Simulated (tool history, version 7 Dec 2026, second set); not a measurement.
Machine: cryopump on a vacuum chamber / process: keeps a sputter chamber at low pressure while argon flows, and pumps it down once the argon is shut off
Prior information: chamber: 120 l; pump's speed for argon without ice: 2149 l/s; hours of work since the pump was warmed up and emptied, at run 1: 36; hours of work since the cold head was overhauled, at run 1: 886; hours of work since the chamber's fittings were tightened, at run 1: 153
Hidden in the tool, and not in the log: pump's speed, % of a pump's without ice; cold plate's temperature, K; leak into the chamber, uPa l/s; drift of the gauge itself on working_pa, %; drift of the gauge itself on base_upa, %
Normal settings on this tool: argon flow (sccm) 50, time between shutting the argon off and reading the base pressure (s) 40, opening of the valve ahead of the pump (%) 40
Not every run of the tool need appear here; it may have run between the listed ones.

run	hour	argon flow (sccm)	time between shutting the argon off and reading the base pressure (s)	opening of the valve ahead of the pump (%)	hours of work since the pump was warmed up and emptied	hours of work since the cold head was overhauled	hours of work since the chamber's fittings were tightened	pressure while argon flows (Pa)	pressure after the wait (uPa)
1	0	50	40	40	36	886	153	0.1004	1.88
2	31.9	50	40	40	63	912	179	0.1003	1.94
3	50	50	182	40	78	928	195	0.1011	0.69
4	86	50	182	40	108	958	225	0.1018	0.66
5	107.3	50	40	22	126	976	243	0.1821	1.97
6	126.1	50	40	22	142	991	258	0.1832	2
7	151.2	83	40	40	163	1012	279	0.1712	2.01
8	179.5	83	40	40	186	1036	303	0.1716	2.04
9	206.2	83	40	40	209	1059	326	0.1717	2.06
10	236.2	50	40	57	234	1084	351	0.0751	2.07
11	255.2	50	40	57	250	1100	367	0.076	2.01
12	275	50	40	40	267	1116	383	0.1053	2.15
13	314.7	50	40	40	300	1150	417	0.1063	2.16
14	332.1	50	40	37	314	1164	431	0.1144	2.2
15	350.2	50	40	37	330	1179	446	0.1156	2.18
16	375.5	50	40	40	351	1201	468	0.1082	2.15
17	413.8	31	40	40	383	1233	500	0.0685	2.2
18	438.7	60	40	40	404	1254	521	0.1307	2.23
# hour 463.8: pump warmed up, emptied and cooled again
19	465.8	50	195	40	2	1272	539	0.0994	0.86
20	485	50	195	40	18	1288	555	0.0993	0.84
21	523.2	43	81	45	50	1320	587	0.077	1.39
22	561.8	34	56	42	82	1353	620	0.0662	1.76
23	582.9	39	67	16	100	1370	637	0.1941	1.59
24	601.8	24	40	40	116	1386	653	0.0494	2.24
25	636.1	49	40	57	145	1415	682	0.072	2.29
26	666.5	44	23	32	170	1441	708	0.112	3.5
27	699.7	27	148	40	198	1468	735	0.0559	1.14
28	728.3	27	148	40	222	1492	759	0.0576	1.14
29	765.7	57	46	40	253	1524	791	0.1195	2.13
30	802.9	57	65	36	284	1555	822	0.1325	1.83
31	822.7	57	65	36	301	1572	839	0.1359	1.77
32	857.3	56	190	34	330	1601	868	0.1401	1.21
33	887.9	50	184	33	356	1626	893	0.1283	1.21
34	916.9	49	40	33	380	1651	918	0.1274	2.63
35	942.6	49	40	33	402	1672	939	0.1278	2.56

Alternative continuations, all from the tool just after run 35; predict every row:
# hour 968.6: pump warmed up, emptied and cooled again
A	968.6	49	40	40	0	1690	957	?	?
# hour 968.6: pump warmed up, emptied and cooled again
B	968.6	76	40	33	0	1690	957	?	?
# hour 968.6: pump warmed up, emptied and cooled again
C	968.6	29	190	40	0	1690	957	?	?

run	pressure while argon flows (Pa)	pressure after the wait (uPa)
A	0.0968	2.47
B	0.1823	2.4
C	0.0584	1.08
Without the tool's unlogged condition, the same runs would have read:
run	pressure while argon flows (Pa)	pressure after the wait (uPa)
A	0.0959	1.84
B	0.1808	1.77
C	0.0579	0.46

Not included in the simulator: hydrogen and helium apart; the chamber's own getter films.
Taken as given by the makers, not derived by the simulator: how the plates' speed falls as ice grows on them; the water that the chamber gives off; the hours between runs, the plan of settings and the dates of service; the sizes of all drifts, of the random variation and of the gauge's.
